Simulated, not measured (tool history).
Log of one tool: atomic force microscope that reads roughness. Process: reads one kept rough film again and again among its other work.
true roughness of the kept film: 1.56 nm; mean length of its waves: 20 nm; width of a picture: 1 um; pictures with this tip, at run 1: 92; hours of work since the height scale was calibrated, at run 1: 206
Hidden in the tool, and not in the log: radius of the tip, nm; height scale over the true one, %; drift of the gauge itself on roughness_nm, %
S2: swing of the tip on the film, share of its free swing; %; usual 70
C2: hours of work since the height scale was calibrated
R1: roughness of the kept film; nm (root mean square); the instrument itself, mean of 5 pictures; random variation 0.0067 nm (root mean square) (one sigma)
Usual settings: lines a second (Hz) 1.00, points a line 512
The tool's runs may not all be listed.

run 1 hour=0.0 | lines_a_second_(Hz)=1.00 S2=70 points_a_line=512 | pictures_with_this_tip=92 C2=206 | R1=1.260
run 2 hour=18.1 | lines_a_second_(Hz)=1.00 S2=70 points_a_line=512 | pictures_with_this_tip=124 C2=217 | R1=1.217
run 3 hour=36.6 | lines_a_second_(Hz)=1.00 S2=70 points_a_line=512 | pictures_with_this_tip=157 C2=228 | R1=1.193
run 4 hour=46.5 | lines_a_second_(Hz)=1.00 S2=75 points_a_line=512 | pictures_with_this_tip=175 C2=234 | R1=1.148
-- hour=53.8 new tip fitted
run 5 hour=61.5 | lines_a_second_(Hz)=1.00 S2=70 points_a_line=512 | pictures_with_this_tip=13 C2=243 | R1=1.339
run 6 hour=74.0 | lines_a_second_(Hz)=1.00 S2=70 points_a_line=512 | pictures_with_this_tip=35 C2=251 | R1=1.311
run 7 hour=89.2 | lines_a_second_(Hz)=1.00 S2=70 points_a_line=512 | pictures_with_this_tip=62 C2=260 | R1=1.291
run 8 hour=110.8 | lines_a_second_(Hz)=1.00 S2=70 points_a_line=512 | pictures_with_this_tip=100 C2=273 | R1=1.243
run 9 hour=128.8 | lines_a_second_(Hz)=1.00 S2=70 points_a_line=512 | pictures_with_this_tip=132 C2=283 | R1=1.224
run 10 hour=150.3 | lines_a_second_(Hz)=1.00 S2=78 points_a_line=512 | pictures_with_this_tip=170 C2=296 | R1=1.147
-- hour=160.3 new tip fitted
run 11 hour=162.8 | lines_a_second_(Hz)=1.00 S2=78 points_a_line=512 | pictures_with_this_tip=5 C2=304 | R1=1.301
run 12 hour=178.2 | lines_a_second_(Hz)=1.00 S2=70 points_a_line=512 | pictures_with_this_tip=32 C2=313 | R1=1.313
run 13 hour=192.7 | lines_a_second_(Hz)=1.00 S2=70 points_a_line=512 | pictures_with_this_tip=58 C2=321 | R1=1.292
run 14 hour=206.9 | lines_a_second_(Hz)=1.00 S2=70 points_a_line=512 | pictures_with_this_tip=83 C2=330 | R1=1.266
-- hour=209.9 height scale calibrated on a step standard
run 15 hour=227.8 | lines_a_second_(Hz)=2.10 S2=70 points_a_line=320 | pictures_with_this_tip=118 C2=11 | R1=1.130
run 16 hour=239.1 | lines_a_second_(Hz)=2.10 S2=70 points_a_line=320 | pictures_with_this_tip=138 C2=18 | R1=1.119
run 17 hour=262.4 | lines_a_second_(Hz)=1.71 S2=70 points_a_line=512 | pictures_with_this_tip=179 C2=31 | R1=1.126
-- hour=266.7 new tip fitted
run 18 hour=274.6 | lines_a_second_(Hz)=1.71 S2=69 points_a_line=552 | pictures_with_this_tip=14 C2=38 | R1=1.279
-- hour=287.6 height scale calibrated on a step standard, once more
run 19 hour=287.6 | lines_a_second_(Hz)=1.71 S2=69 points_a_line=552 | pictures_with_this_tip=35 C2=0 | R1=1.264
run 20 hour=303.1 | lines_a_second_(Hz)=1.60 S2=69 points_a_line=397 | pictures_with_this_tip=62 C2=9 | R1=1.221
run 21 hour=325.1 | lines_a_second_(Hz)=3.30 S2=85 points_a_line=282 | pictures_with_this_tip=101 C2=23 | R1=0.881

Forecast run 22:
run 22 hour=342.7 | lines_a_second_(Hz)=3.30 S2=85 points_a_line=282 | pictures_with_this_tip=132 C2=33 | R1=?

{"run 22": {"R1": 0.864}}
Without the tool's hidden state the same run would have given R1 0.957 nm (root mean square).
